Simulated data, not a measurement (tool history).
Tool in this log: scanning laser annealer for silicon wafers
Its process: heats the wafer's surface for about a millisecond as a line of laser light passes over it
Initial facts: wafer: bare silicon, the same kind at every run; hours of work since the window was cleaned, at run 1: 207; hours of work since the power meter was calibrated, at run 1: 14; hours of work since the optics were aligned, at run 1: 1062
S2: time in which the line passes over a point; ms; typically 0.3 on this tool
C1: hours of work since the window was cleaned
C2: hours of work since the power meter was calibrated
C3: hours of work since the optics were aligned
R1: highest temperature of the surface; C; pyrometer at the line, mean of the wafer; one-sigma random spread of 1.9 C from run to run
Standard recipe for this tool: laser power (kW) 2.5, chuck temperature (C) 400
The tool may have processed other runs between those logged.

Run 1, hour 0: usual settings; C1 207; C2 14; C3 1062. Result: R1 1214 C.
Run 2, hour 22.8: usual settings but S2 0.211 ms; C1 224; C2 31; C3 1079. Result: R1 1099 C.
Run 3, hour 34.1: usual settings but S2 0.211 ms; C1 232; C2 39; C3 1087. Result: R1 1095 C.
Run 4, hour 47.5: usual settings but S2 0.211 ms; C1 243; C2 50; C3 1097. Result: R1 1096 C.
Run 5, hour 73.5: usual settings but S2 0.211 ms; C1 262; C2 69; C3 1117. Result: R1 1093 C.
Run 6, hour 94.6: usual settings but S2 0.335 ms; C1 278; C2 85; C3 1133. Result: R1 1255 C.
Run 7, hour 119.6: usual settings but laser power (kW) 2.303; C1 296; C2 103; C3 1151. Result: R1 1137 C.
Run 8, hour 144.4: usual settings; C1 315; C2 122; C3 1170. Result: R1 1212 C.
Run 9, hour 162.1: usual settings but S2 0.234 ms; C1 328; C2 135; C3 1183. Result: R1 1124 C.
Run 10, hour 187.3: usual settings but S2 0.234 ms; C1 347; C2 154; C3 1202. Result: R1 1124 C.
Run 11, hour 199.4: usual settings but laser power (kW) 2.601; C1 356; C2 163; C3 1211. Result: R1 1249 C.
Run 12, hour 212: usual settings; C1 366; C2 173; C3 1220. Result: R1 1208 C.
Run 13, hour 234.4: usual settings but laser power (kW) 2.585; C1 382; C2 189; C3 1237. Result: R1 1238 C.
Run 14, hour 258.6: usual settings but S2 0.253 ms; C1 401; C2 208; C3 1255. Result: R1 1147 C.
Run 15, hour 278.7: usual settings but S2 0.253 ms; C1 416; C2 223; C3 1270. Result: R1 1147 C.
Run 16, hour 303.5: usual settings but S2 0.253 ms, chuck temperature (C) 390; C1 434; C2 241; C3 1289. Result: R1 1134 C.
Run 17, hour 321.1: usual settings but S2 0.253 ms, chuck temperature (C) 390; C1 447; C2 254; C3 1302. Result: R1 1130 C.
Run 18, hour 339.7: usual settings but laser power (kW) 2.698; C1 461; C2 268; C3 1316. Result: R1 1275 C.
Run 19, hour 361.4: usual settings but laser power (kW) 2.551, S2 0.255 ms, chuck temperature (C) 398; C1 478; C2 285; C3 1332. Result: R1 1158 C.
Run 20, hour 382: usual settings but laser power (kW) 2.394, S2 0.255 ms, chuck temperature (C) 365; C1 493; C2 300; C3 1348. Result: R1 1070 C.
At hour 389.4: optics aligned, line set to its width.
Run 21, hour 402.5: usual settings but S2 0.291 ms, chuck temperature (C) 397; C1 505; C2 312; C3 10. Result: R1 1182 C.
Run 22, hour 419.3: usual settings but laser power (kW) 2.573, S2 0.334 ms, chuck temperature (C) 397; C1 517; C2 324; C3 22. Result: R1 1266 C.
Run 23, hour 430.8: usual settings but laser power (kW) 2.573, S2 0.334 ms, chuck temperature (C) 397; C1 526; C2 333; C3 31. Result: R1 1265 C.
Run 24, hour 448.6: usual settings but laser power (kW) 2.397, S2 0.363 ms; C1 539; C2 346; C3 44. Result: R1 1224 C.
At hour 457.8: window over the wafer cleaned.
Run 25, hour 466.7: usual settings but laser power (kW) 2.397, S2 0.363 ms; C1 7; C2 358; C3 56. Result: R1 1253 C.
Run 26, hour 479.4: usual settings but laser power (kW) 2.397, S2 0.363 ms; C1 16; C2 368; C3 66. Result: R1 1254 C.
At hour 499.4: optics aligned, line set to its width, once more.
Run 27, hour 500.5: usual settings but laser power (kW) 2.304, S2 0.363 ms, chuck temperature (C) 384; C1 28; C2 380; C3 1. Result: R1 1211 C.
Run 28, hour 520: usual settings but laser power (kW) 2.304, S2 0.363 ms, chuck temperature (C) 384; C1 43; C2 395; C3 15. Result: R1 1207 C.
Run 29, hour 537: usual settings but chuck temperature (C) 391; C1 56; C2 407; C3 28. Result: R1 1225 C.

Some steps in R1, run to run, broken into two amounts with sign: the step expected even without the hidden condition (settings, incoming material, random variation), and the rest, left for the hidden condition together with whatever gauge scatter is not in both the measured and the hidden-condition-free result:
The tool's hidden condition here consists of: light that passes the window, % of a clean one's; laser's true power over the reading, %; width of the line over the set one, %; drift of the gauge itself on peak_c, C.
Run 5 -> 6: S2 0.211 -> 0.335. R1 +162 C: hidden state -5, all else +167.
Run 17 -> 18: laser power (kW) 2.5 -> 2.698, S2 0.253 -> 0.3, chuck temperature (C) 390 -> 400. R1 +145 C: hidden state -6, all else +151.
Run 24 -> 25: window over the wafer cleaned. R1 +29 C: hidden state +30, all else -1.
Run 26 -> 27: laser power (kW) 2.397 -> 2.304, chuck temperature (C) 400 -> 384, optics aligned, line set to its width, once more. R1 -43 C: hidden state +11, all else -54.

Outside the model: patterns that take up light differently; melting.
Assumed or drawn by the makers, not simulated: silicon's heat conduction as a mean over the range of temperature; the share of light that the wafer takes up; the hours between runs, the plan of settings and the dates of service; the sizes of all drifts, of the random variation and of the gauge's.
